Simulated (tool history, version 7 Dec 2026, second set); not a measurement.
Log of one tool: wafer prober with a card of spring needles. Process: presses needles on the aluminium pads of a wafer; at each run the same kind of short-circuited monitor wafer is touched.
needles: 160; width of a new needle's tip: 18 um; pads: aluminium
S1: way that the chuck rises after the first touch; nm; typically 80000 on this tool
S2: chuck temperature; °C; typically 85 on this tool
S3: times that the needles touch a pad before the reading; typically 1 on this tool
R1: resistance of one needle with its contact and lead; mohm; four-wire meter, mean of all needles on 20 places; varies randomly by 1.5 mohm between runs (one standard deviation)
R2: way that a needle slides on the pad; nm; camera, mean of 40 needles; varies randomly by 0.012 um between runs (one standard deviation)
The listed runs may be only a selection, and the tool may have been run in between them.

run     day     S1  S2  S3   R1     R2
  1   0.000  80000  85   1  148  13020
  2   1.662  80000  85   1  148  13030
  3   3.475  80000  85   1  147  13020
  4   4.562  80000  85   1  148  13020
  5   5.946  80000  65   1  145  13010
  6   7.158  75000  85   1  148  12200
  7   8.208  75000  85   1  149  12220
  8   9.133  75000  85   1  150  12210
  9  10.788  75000  85   1  151  12220
 10  11.779  80000  98   1  149  13020
 11  12.838  87000  92   1  149  14180
 12  14.579  84000  96   3  146  13670
 13  15.479  84000  96   3  151  13670
 14  16.621  99000  87   1  145  16120
 15  17.550  93000  85   1  145  15140
 16  18.792  72000  44   2  142  11720

Not shown here: 15 entries made in the log between runs. Locate each between two listed runs and compare the hidden state at the listed run before it with the hidden state at the listed run after it:
Between runs 1 and 2: tips cleaned on abrasive film (day 0.429)
  the hidden state is the same at both runs
Between runs 2 and 3: tips cleaned on abrasive film (day 1.833); tips cleaned on abrasive film (day 3.196)
  debris on the tips, nm: 0.5 -> 0.3
Between runs 3 and 4: tips cleaned on abrasive film (day 4.554)
  debris on the tips, nm: 0.3 -> 0.1
Between runs 4 and 5: tips cleaned on abrasive film (day 5.946)
  the hidden state is the same at both runs
Between runs 6 and 7: tips cleaned on abrasive film (day 7.333); height of the first contact set anew (day 7.742)
  debris on the tips, nm: 0.6 -> 0.5
Between runs 7 and 8: tips cleaned on abrasive film (day 8.754)
  debris on the tips, nm: 0.5 -> 0.3
Between runs 8 and 9: tips cleaned on abrasive film (day 10.158)
  debris on the tips, nm: 0.3 -> 0.4
Between runs 9 and 10: tips cleaned on abrasive film (day 11.546)
  debris on the tips, nm: 0.4 -> 0.2
Between runs 11 and 12: tips cleaned on abrasive film (day 12.962); tips cleaned on abrasive film (day 14.375)
  debris on the tips, nm: 0.6 -> 0.2
Between runs 13 and 14: tips cleaned on abrasive film (day 15.742)
  the hidden state is the same at both runs
Between runs 14 and 15: tips cleaned on abrasive film (day 17.121)
  debris on the tips, nm: 0.5 -> 0.3
Between runs 15 and 16: tips cleaned on abrasive film (day 18.479)
  way that the needles fall short of the set height, um: 0 -> 0.01
